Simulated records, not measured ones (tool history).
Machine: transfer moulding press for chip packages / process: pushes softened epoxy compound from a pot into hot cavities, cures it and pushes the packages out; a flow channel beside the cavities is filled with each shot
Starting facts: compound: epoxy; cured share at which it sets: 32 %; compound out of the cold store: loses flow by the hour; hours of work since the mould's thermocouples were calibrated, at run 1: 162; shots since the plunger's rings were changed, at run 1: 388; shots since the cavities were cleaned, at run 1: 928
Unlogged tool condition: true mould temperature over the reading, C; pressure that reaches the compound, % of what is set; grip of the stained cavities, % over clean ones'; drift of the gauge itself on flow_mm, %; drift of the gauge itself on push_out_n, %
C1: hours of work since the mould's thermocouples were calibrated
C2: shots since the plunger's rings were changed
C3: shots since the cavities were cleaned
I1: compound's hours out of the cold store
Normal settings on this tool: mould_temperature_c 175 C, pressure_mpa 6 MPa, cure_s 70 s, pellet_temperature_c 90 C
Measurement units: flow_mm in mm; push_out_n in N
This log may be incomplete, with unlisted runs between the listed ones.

run 1 hour=0 | mould_temperature_c=175 pressure_mpa=6 cure_s=70 pellet_temperature_c=90 | C1=162 C2=388 C3=928 | I1=31.7 | flow_mm=740 push_out_n=566
-- hour=14.1 cavities cleaned with cleaning compound and waxed
run 2 hour=19.2 | mould_temperature_c=175 pressure_mpa=4.77 cure_s=70 pellet_temperature_c=90 | C1=172 C2=615 C3=66 | I1=21.1 | flow_mm=705 push_out_n=333
run 3 hour=48 | mould_temperature_c=175 pressure_mpa=4.77 cure_s=70 pellet_temperature_c=90 | C1=187 C2=984 C3=435 | I1=37.4 | flow_mm=636 push_out_n=456
run 4 hour=83.5 | mould_temperature_c=175 pressure_mpa=6 cure_s=81 pellet_temperature_c=90 | C1=206 C2=1440 C3=891 | I1=14.4 | flow_mm=803 push_out_n=447
-- hour=103 cavities cleaned with cleaning compound and waxed
run 5 hour=119.8 | mould_temperature_c=175 pressure_mpa=6 cure_s=81 pellet_temperature_c=90 | C1=225 C2=1886 C3=215 | I1=23.5 | flow_mm=762 push_out_n=316
run 6 hour=150.5 | mould_temperature_c=175 pressure_mpa=6 cure_s=81 pellet_temperature_c=90 | C1=241 C2=2280 C3=609 | I1=22.9 | flow_mm=751 push_out_n=435
-- hour=175.3 plunger's sealing rings changed
run 7 hour=178.7 | mould_temperature_c=175 pressure_mpa=6 cure_s=69 pellet_temperature_c=90 | C1=255 C2=43 C3=939 | I1=35.4 | flow_mm=731 push_out_n=592
-- hour=192.8 cavities cleaned with cleaning compound and waxed
run 8 hour=206.9 | mould_temperature_c=175 pressure_mpa=6 cure_s=69 pellet_temperature_c=90 | C1=269 C2=385 C3=180 | I1=14.4 | flow_mm=828 push_out_n=418
run 9 hour=226.7 | mould_temperature_c=175 pressure_mpa=6 cure_s=69 pellet_temperature_c=90 | C1=280 C2=640 C3=435 | I1=34.2 | flow_mm=733 push_out_n=479
run 10 hour=258.1 | mould_temperature_c=175 pressure_mpa=6 cure_s=70 pellet_temperature_c=90 | C1=296 C2=1043 C3=838 | I1=33 | flow_mm=726 push_out_n=551
-- hour=280.1 cavities cleaned with cleaning compound and waxed
run 11 hour=281.8 | mould_temperature_c=175 pressure_mpa=6 cure_s=70 pellet_temperature_c=90 | C1=308 C2=1327 C3=21 | I1=17 | flow_mm=803 push_out_n=330
run 12 hour=308.9 | mould_temperature_c=175 pressure_mpa=6 cure_s=70 pellet_temperature_c=90 | C1=323 C2=1675 C3=369 | I1=32.3 | flow_mm=719 push_out_n=466
run 13 hour=327.3 | mould_temperature_c=175 pressure_mpa=6 cure_s=82 pellet_temperature_c=90 | C1=332 C2=1911 C3=605 | I1=40.4 | flow_mm=683 push_out_n=422
run 14 hour=350.9 | mould_temperature_c=175 pressure_mpa=6 cure_s=82 pellet_temperature_c=90 | C1=345 C2=2213 C3=907 | I1=44.7 | flow_mm=661 push_out_n=452
-- hour=368.8 cavities cleaned with cleaning compound and waxed
-- hour=381.8 plunger's sealing rings changed
run 15 hour=385.3 | mould_temperature_c=170 pressure_mpa=6 cure_s=80 pellet_temperature_c=99 | C1=361 C2=44 C3=180 | I1=44.5 | flow_mm=702 push_out_n=411
run 16 hour=411.7 | mould_temperature_c=170 pressure_mpa=6 cure_s=80 pellet_temperature_c=99 | C1=375 C2=382 C3=518 | I1=12.3 | flow_mm=857 push_out_n=587
run 17 hour=430.8 | mould_temperature_c=174 pressure_mpa=5.58 cure_s=66 pellet_temperature_c=87 | C1=386 C2=628 C3=764 | I1=35.4 | flow_mm=700 push_out_n=690
run 18 hour=450.9 | mould_temperature_c=175 pressure_mpa=6.59 cure_s=70 pellet_temperature_c=90 | C1=396 C2=886 C3=1022 | I1=38.8 | flow_mm=740 push_out_n=593
-- hour=457.1 cavities cleaned with cleaning compound and waxed
run 19 hour=477.7 | mould_temperature_c=178 pressure_mpa=4.74 cure_s=95 pellet_temperature_c=90 | C1=410 C2=1210 C3=264 | I1=11.6 | flow_mm=728 push_out_n=297
run 20 hour=502.8 | mould_temperature_c=179 pressure_mpa=4.53 cure_s=93 pellet_temperature_c=80 | C1=423 C2=1532 C3=586 | I1=43.3 | flow_mm=585 push_out_n=371
run 21 hour=527.9 | mould_temperature_c=167 pressure_mpa=4.53 cure_s=93 pellet_temperature_c=80 | C1=437 C2=1854 C3=908 | I1=36.5 | flow_mm=620 push_out_n=591
-- hour=544.9 cavities cleaned with cleaning compound and waxed
run 22 hour=551.5 | mould_temperature_c=168 pressure_mpa=7.48 cure_s=108 pellet_temperature_c=95 | C1=448 C2=2137 C3=84 | I1=19.3 | flow_mm=892 push_out_n=270
run 23 hour=568.7 | mould_temperature_c=175 pressure_mpa=5.3 cure_s=61 pellet_temperature_c=90 | C1=457 C2=2358 C3=305 | I1=47.6 | flow_mm=609 push_out_n=553
-- hour=588.9 plunger's sealing rings changed
run 24 hour=604.4 | mould_temperature_c=175 pressure_mpa=5.3 cure_s=107 pellet_temperature_c=84 | C1=475 C2=199 C3=732 | I1=41.5 | flow_mm=661 push_out_n=388
run 25 hour=621 | mould_temperature_c=175 pressure_mpa=5.3 cure_s=107 pellet_temperature_c=84 | C1=484 C2=411 C3=944 | I1=29.2 | flow_mm=712 push_out_n=403
-- hour=633.7 cavities cleaned with cleaning compound and waxed
run 26 hour=650.9 | mould_temperature_c=179 pressure_mpa=6 cure_s=59 pellet_temperature_c=90 | C1=499 C2=776 C3=221 | I1=14.2 | flow_mm=816 push_out_n=496
-- hour=664.3 mould's thermocouples calibrated
run 27 hour=671.6 | mould_temperature_c=179 pressure_mpa=6 cure_s=59 pellet_temperature_c=90 | C1=4 C2=1015 C3=460 | I1=31.5 | flow_mm=722 push_out_n=517

Predict each of these 4 candidate next runs independently; none follows another, all start after run 27:
run A hour=696.4 | mould_temperature_c=179 pressure_mpa=6 cure_s=59 pellet_temperature_c=99 | C1=17 C2=1334 C3=779 | I1=47.8 | flow_mm=? push_out_n=?
run B hour=696.4 | mould_temperature_c=174 pressure_mpa=6 cure_s=70 pellet_temperature_c=90 | C1=17 C2=1334 C3=779 | I1=47.7 | flow_mm=? push_out_n=?
run C hour=696.4 | mould_temperature_c=179 pressure_mpa=4.91 cure_s=102 pellet_temperature_c=90 | C1=17 C2=1334 C3=779 | I1=9 | flow_mm=? push_out_n=?
run D hour=696.4 | mould_temperature_c=180 pressure_mpa=5.91 cure_s=59 pellet_temperature_c=90 | C1=17 C2=1334 C3=779 | I1=12.4 | flow_mm=? push_out_n=?

run=A flow_mm=647 push_out_n=538
run=B flow_mm=663 push_out_n=565
run=C flow_mm=746 push_out_n=391
run=D flow_mm=803 push_out_n=573
Stripped of hidden state, with their random variation kept, the same runs would have yielded:
run=A flow_mm=665 push_out_n=279
run=B flow_mm=682 push_out_n=293
run=C flow_mm=768 push_out_n=206
run=D flow_mm=826 push_out_n=301

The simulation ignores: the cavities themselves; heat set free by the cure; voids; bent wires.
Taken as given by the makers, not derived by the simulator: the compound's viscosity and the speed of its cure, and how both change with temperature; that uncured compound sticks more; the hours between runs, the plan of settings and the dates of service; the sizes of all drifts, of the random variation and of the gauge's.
